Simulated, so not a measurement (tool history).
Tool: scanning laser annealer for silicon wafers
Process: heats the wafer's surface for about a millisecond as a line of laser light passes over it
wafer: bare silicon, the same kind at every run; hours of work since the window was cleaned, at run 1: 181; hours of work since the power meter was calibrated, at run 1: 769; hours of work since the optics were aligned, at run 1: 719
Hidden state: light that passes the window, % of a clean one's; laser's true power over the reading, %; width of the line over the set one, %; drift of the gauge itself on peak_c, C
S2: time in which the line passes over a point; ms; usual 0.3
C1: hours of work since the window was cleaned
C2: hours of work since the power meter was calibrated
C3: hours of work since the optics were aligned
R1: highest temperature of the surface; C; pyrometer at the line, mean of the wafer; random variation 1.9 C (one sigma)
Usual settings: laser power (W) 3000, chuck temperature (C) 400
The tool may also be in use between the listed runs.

Run 1, hour 0: usual settings; C1 181; C2 769; C3 719. Result: R1 1086 C.
Run 2, hour 29.5: usual settings; C1 200; C2 788; C3 738. Result: R1 1085 C.
Run 3, hour 69.7: usual settings; C1 226; C2 814; C3 764. Result: R1 1081 C.
Run 4, hour 89.9: usual settings but S2 0.232 ms; C1 239; C2 827; C3 778. Result: R1 1012 C.
Run 5, hour 107.5: usual settings but S2 0.337 ms; C1 250; C2 838; C3 789. Result: R1 1112 C.
Run 6, hour 126.4: usual settings but chuck temperature (C) 376; C1 263; C2 850; C3 801. Result: R1 1054 C.
Run 7, hour 145.8: usual settings but chuck temperature (C) 376; C1 275; C2 863; C3 814. Result: R1 1050 C.
Run 8, hour 182.6: usual settings but S2 0.301 ms; C1 299; C2 887; C3 837. Result: R1 1074 C.
At hour 198.9: window over the wafer cleaned.
Run 9, hour 223.1: usual settings but S2 0.301 ms; C1 16; C2 912; C3 862. Result: R1 1100 C.
Run 10, hour 246.3: usual settings but S2 0.365 ms; C1 31; C2 926; C3 877. Result: R1 1155 C.

Run 11 comes next. What will it give?
Run 11, hour 280: usual settings but S2 0.325 ms; C1 52; C2 948; C3 899. Result: R1 ?.

Run 11 gave R1 1119 C.
Without the tool's hidden state the same run would have given R1 1140 C.
